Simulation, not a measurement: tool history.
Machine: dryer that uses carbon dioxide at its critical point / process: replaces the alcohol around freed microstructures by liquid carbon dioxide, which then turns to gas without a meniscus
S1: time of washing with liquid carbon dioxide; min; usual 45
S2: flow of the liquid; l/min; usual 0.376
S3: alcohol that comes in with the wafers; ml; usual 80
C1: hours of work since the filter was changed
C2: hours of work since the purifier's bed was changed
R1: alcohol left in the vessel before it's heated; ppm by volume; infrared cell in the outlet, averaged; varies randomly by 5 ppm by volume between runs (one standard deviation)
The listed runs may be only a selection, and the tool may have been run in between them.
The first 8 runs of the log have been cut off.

run 9 hour=66.0 | S1=29 S2=0.376 S3=80 | C1=195 C2=92 | R1=629
run 10 hour=76.2 | S1=49 S2=0.376 S3=80 | C1=201 C2=97 | R1=65
run 11 hour=85.0 | S1=49 S2=0.376 S3=80 | C1=206 C2=102 | R1=56
run 12 hour=93.3 | S1=49 S2=0.376 S3=80 | C1=210 C2=106 | R1=65
-- hour=103.8 inlet filter changed
run 13 hour=105.4 | S1=49 S2=0.376 S3=80 | C1=1 C2=112 | R1=44
run 14 hour=114.1 | S1=49 S2=0.376 S3=80 | C1=5 C2=116 | R1=46
run 15 hour=125.9 | S1=51 S2=0.376 S3=80 | C1=12 C2=123 | R1=39
run 16 hour=135.0 | S1=45 S2=0.376 S3=80 | C1=16 C2=127 | R1=60
run 17 hour=146.9 | S1=45 S2=0.376 S3=80 | C1=23 C2=134 | R1=64
run 18 hour=152.5 | S1=45 S2=0.376 S3=80 | C1=26 C2=137 | R1=69
run 19 hour=162.4 | S1=45 S2=0.376 S3=87 | C1=31 C2=142 | R1=75
run 20 hour=171.1 | S1=49 S2=0.376 S3=80 | C1=36 C2=146 | R1=47
run 21 hour=177.1 | S1=49 S2=0.376 S3=80 | C1=39 C2=150 | R1=58
run 22 hour=183.7 | S1=59 S2=0.235 S3=27 | C1=42 C2=153 | R1=74
run 23 hour=189.5 | S1=59 S2=0.235 S3=27 | C1=45 C2=156 | R1=80
run 24 hour=201.9 | S1=59 S2=0.235 S3=27 | C1=52 C2=163 | R1=88
run 25 hour=207.5 | S1=35 S2=0.269 S3=75 | C1=55 C2=166 | R1=836
run 26 hour=217.7 | S1=47 S2=0.376 S3=80 | C1=60 C2=171 | R1=68
run 27 hour=223.0 | S1=47 S2=0.376 S3=80 | C1=63 C2=174 | R1=64
run 28 hour=228.7 | S1=70 S2=0.481 S3=23 | C1=66 C2=177 | R1=43

What does the tool deliver on the next run?
run 29 hour=236.2 | S1=70 S2=0.481 S3=23 | C1=70 C2=181 | R1=?

R1: 37 ppm by volume
If the tool had no hidden condition, the same run with the same run-to-run variation would have returned R1 1 ppm by volume.

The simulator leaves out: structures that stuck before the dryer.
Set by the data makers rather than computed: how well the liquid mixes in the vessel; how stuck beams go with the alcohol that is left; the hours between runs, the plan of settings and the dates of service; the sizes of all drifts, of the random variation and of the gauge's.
